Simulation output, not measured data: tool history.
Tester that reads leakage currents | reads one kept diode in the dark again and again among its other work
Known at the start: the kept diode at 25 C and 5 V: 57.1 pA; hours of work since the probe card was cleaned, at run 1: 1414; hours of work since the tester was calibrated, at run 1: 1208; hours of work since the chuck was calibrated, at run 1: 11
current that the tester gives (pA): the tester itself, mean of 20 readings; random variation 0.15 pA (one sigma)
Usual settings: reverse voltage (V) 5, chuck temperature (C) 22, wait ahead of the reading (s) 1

run    hour  reverse voltage (V)  chuck temperature (C)  wait ahead of the reading (s)  hours of work since the probe card was cleaned  hours of work since the tester was calibrated  hours of work since the chuck was calibrated  current that the tester gives (pA)
  1       0                    5                     22                              1                                            1414                                           1208                                            11                               48.43
  2   169.1                    5                     22                              1                                            1527                                           1321                                           124                               47.83
  3   364.1                    5                     28                              1                                            1657                                           1451                                           255                               73.55
  4   543.4                    5                     28                              1                                            1777                                           1571                                           374                               72.81
  5   711.1                    5                     22                              1                                            1889                                           1683                                           487                               45.71
  6   929.4                    5                     22                              1                                            2035                                           1829                                           632                               44.81
     1020.8  -- chuck's temperature calibrated
  7  1067.7                    5                     22                              1                                            2126                                           1920                                            31                               48.17
  8  1230.1                    5                     22                              1                                            2235                                           2029                                           140                               47.49
  9  1399.4                    5                     22                              1                                            2348                                           2142                                           253                               46.95
 10  1600.7                 6.54                     22                              1                                            2483                                           2277                                           388                               51.25
 11  1776.7                 1.69                     22                              1                                            2600                                           2394                                           505                               29.31
 12  1870.1                 1.69                     22                              1                                            2663                                           2457                                           568                               29.07
 13  2030.5                 1.57                     22                              1                                            2770                                           2564                                           675                               27.77
     2065.4  -- chuck's temperature calibrated
 14  2131.4                 4.56                     22                              1                                            2836                                           2630                                            44                               47.17
 15  2334.2                 4.56                     22                              1                                            2972                                           2766                                           180                               46.08
 16  2555.4                    5                     22                              1                                            3120                                           2914                                           328                               47.42
 17  2749.7                    5                     22                              1                                            3250                                           3044                                           458                               46.31
     2771.3  -- tester calibrated
 18  2967.2                    5                     22                              1                                            3394                                            131                                           602                               44.99
     3054.6  -- probe card cleaned and baked
     3094.3  -- tester calibrated, once more
     3108.4  -- chuck's temperature calibrated
 19  3108.4                    5                     56                              1                                              33                                              8                                             0                              543.48
 20  3241.3                 8.82                     49                            2.2                                             122                                             97                                            89                              411.49
 21    3340                    5                     22                           1.32                                             188                                            163                                           155                               44.72
 22  3488.5                 4.08                     22                           4.78                                             287                                            262                                           254                               40.78
 23  3608.6                 1.56                     22                           2.16                                             368                                            343                                           334                               28.51
 24  3702.4                 1.56                     22                           2.16                                             430                                            405                                           397                               27.99
 25  3863.2                 1.36                     26                           1.51                                             538                                            513                                           505                               36.48
 26  4070.8                 1.36                     50                           1.51                                             677                                            652                                           644                              211.61
     4153.8  -- chuck's temperature calibrated
 27  4231.1                 7.21                     39                           0.41                                             783                                            758                                            52                              194.07
 28  4400.3                 1.71                     27                           0.36                                             896                                            871                                           165                               46.48
 29  4604.2                 1.71                     27                           0.36                                            1032                                           1007                                           301                               45.79
 30  4822.2                11.25                     27                           0.42                                            1178                                           1153                                           447                               94.36
 31  4940.8                11.25                     27                           0.42                                            1257                                           1232                                           526                               93.15
 32  5133.7                  2.9                     58                           0.66                                            1386                                           1361                                           655                               474.8
     5206.8  -- chuck's temperature calibrated
 33  5346.8                  2.9                     58                           0.66                                            1527                                           1502                                            94                               514.6
 34  5555.4                 1.39                     58                           8.57                                            1667                                           1642                                           233                              387.93
 35  5670.9                 1.39                     58                           8.57                                            1744                                           1719                                           310                              381.77
 36  5824.6                 1.39                     28                           1.25                                            1847                                           1822                                           413                               44.44
 37  6020.2                 1.39                     28                           1.25                                            1978                                           1952                                           544                               43.28
 38  6229.5                 1.39                     28                           1.25                                            2118                                           2092                                           684                               42.47

3 ways to go on from here, each from the tool as it stands after run 38. What would each give?
     6249.8  -- chuck's temperature calibrated
  A  6390.4                    5                     22                           4.82                                            2224                                           2199                                            94                                   ?
     6249.8  -- chuck's temperature calibrated
  B  6390.4                    5                     48                           0.35                                            2224                                           2199                                            94                                   ?
     6249.8  -- chuck's temperature calibrated
  C  6390.4                    5                     22                           0.66                                            2224                                           2199                                            94                                   ?

run  current that the tester gives (pA)
  A                                46.9
  B                              317.67
  C                               48.83
Without the tool's hidden state the same runs would have given:
run  current that the tester gives (pA)
  A                                45.2
  B                              322.84
  C                               47.15
